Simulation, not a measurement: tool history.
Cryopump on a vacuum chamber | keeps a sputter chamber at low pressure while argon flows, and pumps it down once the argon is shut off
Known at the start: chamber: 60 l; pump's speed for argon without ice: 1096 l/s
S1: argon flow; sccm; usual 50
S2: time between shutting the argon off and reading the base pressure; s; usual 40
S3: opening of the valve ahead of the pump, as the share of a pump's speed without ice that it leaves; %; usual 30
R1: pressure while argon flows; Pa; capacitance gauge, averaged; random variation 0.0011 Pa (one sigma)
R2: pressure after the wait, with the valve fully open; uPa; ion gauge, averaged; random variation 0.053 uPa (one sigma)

{"run": 1, "hour": 0.0, "S1": 50, "S2": 40, "S3": 30, "R1": 0.2602, "R2": 5.49}
{"run": 2, "hour": 22.6, "S1": 50, "S2": 40, "S3": 30, "R1": 0.2606, "R2": 5.52}
{"run": 3, "hour": 38.9, "S1": 50, "S2": 40, "S3": 30, "R1": 0.2601, "R2": 5.58}
{"run": 4, "hour": 61.3, "S1": 50, "S2": 40, "S3": 30, "R1": 0.2571, "R2": 5.58}
{"run": 5, "hour": 84.8, "S1": 50, "S2": 40, "S3": 27, "R1": 0.2887, "R2": 5.55}
{"run": 6, "hour": 107.4, "S1": 50, "S2": 40, "S3": 30, "R1": 0.2624, "R2": 5.68}
{"run": 7, "hour": 122.9, "S1": 50, "S2": 40, "S3": 30, "R1": 0.2644, "R2": 5.59}
{"run": 8, "hour": 137.6, "S1": 50, "S2": 40, "S3": 30, "R1": 0.264, "R2": 5.67}
{"run": 9, "hour": 159.3, "S1": 50, "S2": 40, "S3": 30, "R1": 0.2626, "R2": 5.62}
{"run": 10, "hour": 182.0, "S1": 50, "S2": 52, "S3": 30, "R1": 0.2621, "R2": 4.95}
{"run": 11, "hour": 207.5, "S1": 86, "S2": 23, "S3": 48, "R1": 0.2887, "R2": 8.15}
{"run": 12, "hour": 232.7, "S1": 30, "S2": 40, "S3": 33, "R1": 0.145, "R2": 5.78}
{"run": 13, "hour": 251.9, "S1": 30, "S2": 40, "S3": 33, "R1": 0.145, "R2": 5.79}
{"run": 14, "hour": 267.8, "S1": 30, "S2": 40, "S3": 33, "R1": 0.1446, "R2": 5.89}
{"run": 15, "hour": 290.9, "S1": 40, "S2": 31, "S3": 25, "R1": 0.2546, "R2": 6.75}

3 ways to go on from here, each from the tool as it stands after run 15. What would each give?
{"run": "A", "hour": 310.0, "S1": 59, "S2": 267, "S3": 44, "R1": "?", "R2": "?"}
{"run": "B", "hour": 310.0, "S1": 95, "S2": 40, "S3": 30, "R1": "?", "R2": "?"}
{"run": "C", "hour": 310.0, "S1": 56, "S2": 158, "S3": 30, "R1": "?", "R2": "?"}

run=A R1=0.2171 R2=3.32
run=B R1=0.5021 R2=5.84
run=C R1=0.2987 R2=3.63
Without the tool's hidden state the same runs would have given:
run=A R1=0.2065 R2=0.7
run=B R1=0.4852 R2=3.26
run=C R1=0.2887 R2=1.03
